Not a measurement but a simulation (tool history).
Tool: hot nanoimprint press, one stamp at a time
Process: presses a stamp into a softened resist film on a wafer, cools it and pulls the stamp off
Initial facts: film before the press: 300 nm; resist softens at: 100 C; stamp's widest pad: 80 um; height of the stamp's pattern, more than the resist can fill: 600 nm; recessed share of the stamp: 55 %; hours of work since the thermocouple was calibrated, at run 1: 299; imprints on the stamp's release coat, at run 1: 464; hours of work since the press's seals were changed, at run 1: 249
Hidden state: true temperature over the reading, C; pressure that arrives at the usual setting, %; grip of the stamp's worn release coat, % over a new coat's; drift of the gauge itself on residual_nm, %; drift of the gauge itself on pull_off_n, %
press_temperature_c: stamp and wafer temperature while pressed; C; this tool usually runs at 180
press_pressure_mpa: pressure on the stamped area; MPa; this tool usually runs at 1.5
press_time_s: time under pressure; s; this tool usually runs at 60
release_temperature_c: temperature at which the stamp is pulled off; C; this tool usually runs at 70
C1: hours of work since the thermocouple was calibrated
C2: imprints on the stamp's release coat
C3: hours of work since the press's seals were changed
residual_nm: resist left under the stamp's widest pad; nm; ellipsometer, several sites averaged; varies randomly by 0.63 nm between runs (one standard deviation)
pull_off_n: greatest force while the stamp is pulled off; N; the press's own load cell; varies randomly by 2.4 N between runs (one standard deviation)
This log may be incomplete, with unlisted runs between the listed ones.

run 1 hour=0 | press_temperature_c=180 press_pressure_mpa=1.5 press_time_s=60 release_temperature_c=70 | C1=299 C2=464 C3=249 | residual_nm=157.5 pull_off_n=125
run 2 hour=54.5 | press_temperature_c=180 press_pressure_mpa=1.5 press_time_s=60 release_temperature_c=70 | C1=323 C2=600 C3=273 | residual_nm=157.7 pull_off_n=129
run 3 hour=132.3 | press_temperature_c=180 press_pressure_mpa=1.5 press_time_s=60 release_temperature_c=70 | C1=357 C2=794 C3=307 | residual_nm=158.2 pull_off_n=122
run 4 hour=174.6 | press_temperature_c=180 press_pressure_mpa=1.5 press_time_s=60 release_temperature_c=70 | C1=375 C2=900 C3=325 | residual_nm=159.9 pull_off_n=132
run 5 hour=212.9 | press_temperature_c=180 press_pressure_mpa=1.5 press_time_s=60 release_temperature_c=70 | C1=392 C2=995 C3=342 | residual_nm=158.9 pull_off_n=131
-- hour=282.6 plate thermocouple calibrated
run 6 hour=292.1 | press_temperature_c=180 press_pressure_mpa=1.5 press_time_s=60 release_temperature_c=70 | C1=4 C2=1185 C3=375 | residual_nm=158.3 pull_off_n=136
run 7 hour=330 | press_temperature_c=180 press_pressure_mpa=1.5 press_time_s=60 release_temperature_c=65 | C1=21 C2=1280 C3=392 | residual_nm=159.7 pull_off_n=156
-- hour=348.9 stamp cleaned and given a new release coat
run 8 hour=384.3 | press_temperature_c=180 press_pressure_mpa=1.5 press_time_s=60 release_temperature_c=65 | C1=42 C2=88 C3=413 | residual_nm=159.1 pull_off_n=130
run 9 hour=456.3 | press_temperature_c=180 press_pressure_mpa=1.5 press_time_s=60 release_temperature_c=65 | C1=73 C2=268 C3=444 | residual_nm=160.7 pull_off_n=133
run 10 hour=508.3 | press_temperature_c=180 press_pressure_mpa=1.5 press_time_s=60 release_temperature_c=65 | C1=96 C2=397 C3=467 | residual_nm=160.5 pull_off_n=134
run 11 hour=547.4 | press_temperature_c=180 press_pressure_mpa=1.5 press_time_s=60 release_temperature_c=70 | C1=113 C2=495 C3=484 | residual_nm=161.7 pull_off_n=127
run 12 hour=602.5 | press_temperature_c=180 press_pressure_mpa=1.5 press_time_s=60 release_temperature_c=70 | C1=137 C2=632 C3=508 | residual_nm=161.8 pull_off_n=124
run 13 hour=651 | press_temperature_c=180 press_pressure_mpa=1.5 press_time_s=60 release_temperature_c=70 | C1=158 C2=753 C3=529 | residual_nm=162.1 pull_off_n=126
run 14 hour=723.1 | press_temperature_c=180 press_pressure_mpa=0.93 press_time_s=88 release_temperature_c=70 | C1=189 C2=933 C3=560 | residual_nm=182.4 pull_off_n=137
-- hour=762.2 plate thermocouple calibrated, once more
run 15 hour=786.3 | press_temperature_c=187 press_pressure_mpa=1.75 press_time_s=44 release_temperature_c=65 | C1=11 C2=1083 C3=587 | residual_nm=136.8 pull_off_n=147
-- hour=811.3 press's hydraulic seals changed and the load cell set to zero
run 16 hour=844.8 | press_temperature_c=180 press_pressure_mpa=1.13 press_time_s=60 release_temperature_c=60 | C1=33 C2=1209 C3=15 | residual_nm=180.3 pull_off_n=169
-- hour=894.5 stamp cleaned and given a new release coat
run 17 hour=913 | press_temperature_c=168 press_pressure_mpa=1.5 press_time_s=58 release_temperature_c=70 | C1=60 C2=46 C3=42 | residual_nm=208.4 pull_off_n=114
run 18 hour=973.3 | press_temperature_c=184 press_pressure_mpa=1.23 press_time_s=36 release_temperature_c=73 | C1=86 C2=197 C3=68 | residual_nm=183.2 pull_off_n=108
run 19 hour=1010.4 | press_temperature_c=172 press_pressure_mpa=1.76 press_time_s=31 release_temperature_c=61 | C1=102 C2=289 C3=84 | residual_nm=207.7 pull_off_n=145
run 20 hour=1055 | press_temperature_c=187 press_pressure_mpa=1.34 press_time_s=73 release_temperature_c=61 | C1=121 C2=400 C3=104 | residual_nm=131.8 pull_off_n=144
run 21 hour=1103.5 | press_temperature_c=187 press_pressure_mpa=1.34 press_time_s=73 release_temperature_c=61 | C1=143 C2=521 C3=125 | residual_nm=132 pull_off_n=149
run 22 hour=1185.8 | press_temperature_c=179 press_pressure_mpa=1.66 press_time_s=110 release_temperature_c=67 | C1=178 C2=727 C3=161 | residual_nm=126.4 pull_off_n=138
run 23 hour=1273.7 | press_temperature_c=180 press_pressure_mpa=1.5 press_time_s=89 release_temperature_c=70 | C1=217 C2=946 C3=199 | residual_nm=140.2 pull_off_n=128
run 24 hour=1347.6 | press_temperature_c=180 press_pressure_mpa=1.31 press_time_s=107 release_temperature_c=70 | C1=249 C2=1130 C3=231 | residual_nm=141.8 pull_off_n=130
run 25 hour=1412.3 | press_temperature_c=180 press_pressure_mpa=1.31 press_time_s=107 release_temperature_c=70 | C1=277 C2=1291 C3=259 | residual_nm=141.8 pull_off_n=134

Predict each of these 5 candidate next runs independently; none follows another, all start after run 25:
-- hour=1427.9 stamp cleaned and given a new release coat
run A hour=1480.6 | press_temperature_c=169 press_pressure_mpa=1.31 press_time_s=107 release_temperature_c=70 | C1=304 C2=132 C3=286 | residual_nm=? pull_off_n=?
-- hour=1427.9 stamp cleaned and given a new release coat
run B hour=1480.6 | press_temperature_c=175 press_pressure_mpa=1.23 press_time_s=60 release_temperature_c=70 | C1=304 C2=132 C3=286 | residual_nm=? pull_off_n=?
-- hour=1427.9 stamp cleaned and given a new release coat
run C hour=1480.6 | press_temperature_c=180 press_pressure_mpa=1.5 press_time_s=60 release_temperature_c=76 | C1=304 C2=132 C3=286 | residual_nm=? pull_off_n=?
-- hour=1427.9 stamp cleaned and given a new release coat
run D hour=1480.6 | press_temperature_c=178 press_pressure_mpa=1.31 press_time_s=96 release_temperature_c=58 | C1=304 C2=132 C3=286 | residual_nm=? pull_off_n=?
-- hour=1427.9 stamp cleaned and given a new release coat
run E hour=1480.6 | press_temperature_c=180 press_pressure_mpa=1.03 press_time_s=96 release_temperature_c=75 | C1=304 C2=132 C3=286 | residual_nm=? pull_off_n=?

run=A residual_nm=188.7 pull_off_n=120
run=B residual_nm=194.8 pull_off_n=117
run=C residual_nm=158.6 pull_off_n=103
run=D residual_nm=155.2 pull_off_n=150
run=E residual_nm=167.7 pull_off_n=105
Without the tool's hidden state the same runs would have given:
run=A residual_nm=184.4 pull_off_n=117
run=B residual_nm=190.9 pull_off_n=114
run=C residual_nm=154.6 pull_off_n=100
run=D residual_nm=151.4 pull_off_n=146
run=E residual_nm=164.2 pull_off_n=102
